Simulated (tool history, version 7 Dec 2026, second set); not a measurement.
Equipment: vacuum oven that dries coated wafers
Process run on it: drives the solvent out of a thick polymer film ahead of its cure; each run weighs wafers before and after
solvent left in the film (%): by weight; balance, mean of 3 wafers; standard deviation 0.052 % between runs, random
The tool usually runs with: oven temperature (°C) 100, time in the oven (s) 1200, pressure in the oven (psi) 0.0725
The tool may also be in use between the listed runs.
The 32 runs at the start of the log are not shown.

| run | hour | oven temperature (°C) | time in the oven (s) | pressure in the oven (psi) | hours of work since the thermocouples were calibrated | hours of work since the vacuum gauge was cleaned of residue | solvent left in the film (%) |
|---|---|---|---|---|---|---|---|
| 33 | 1277 | 89 | 1200 | 0.0725 | 1252 | 994 | 6.9 |
| 34 | 1331.3 | 100 | 1140 | 0.0725 | 1281 | 1022 | 2.53 |
| 35 | 1358.6 | 100 | 1140 | 0.0725 | 1295 | 1037 | 2.58 |
| 36 | 1398.8 | 97 | 1200 | 0.0725 | 1317 | 1058 | 3.51 |
|  | 1419.9 | oven's thermocouples calibrated |
| 37 | 1455.3 | 97 | 1200 | 0.0725 | 19 | 1087 | 2.62 |
| 38 | 1490.2 | 97 | 1200 | 0.0725 | 37 | 1106 | 2.66 |
| 39 | 1516.5 | 95 | 1740 | 0.0432 | 51 | 1120 | 1.79 |
| 40 | 1560.1 | 95 | 1740 | 0.0432 | 75 | 1143 | 1.78 |
| 41 | 1600.3 | 95 | 1740 | 0.0432 | 96 | 1165 | 1.91 |
| 42 | 1633.2 | 95 | 1740 | 0.0432 | 114 | 1182 | 1.85 |
| 43 | 1685.3 | 115 | 600 | 0.0432 | 141 | 1210 | 0.78 |
| 44 | 1744.7 | 115 | 600 | 0.0432 | 173 | 1242 | 0.88 |
| 45 | 1797.9 | 115 | 600 | 0.0432 | 201 | 1270 | 0.78 |
| 46 | 1850.7 | 115 | 600 | 0.0432 | 230 | 1298 | 0.81 |

Forecast each of these 5 alternatives for the next run:
| A | 1883.3 | 100 | 1200 | 0.0386 | 247 | 1316 | ? |
| B | 1883.3 | 115 | 600 | 0.0432 | 247 | 1316 | ? |
| C | 1883.3 | 85 | 660 | 0.1707 | 247 | 1316 | ? |
| D | 1883.3 | 89 | 1740 | 0.2484 | 247 | 1316 | ? |
| E | 1883.3 | 100 | 1680 | 0.0725 | 247 | 1316 | ? |

| run | solvent left in the film (%) |
|---|---|
| A | 1.85 |
| B | 0.82 |
| C | 11.25 |
| D | 5.24 |
| E | 1.15 |
With the hidden condition removed and each run's random variation left untouched, the same runs would have given:
| run | solvent left in the film (%) |
|---|---|
| A | 1.44 |
| B | 0.59 |
| C | 10.78 |
| D | 4.62 |
| E | 0.82 |
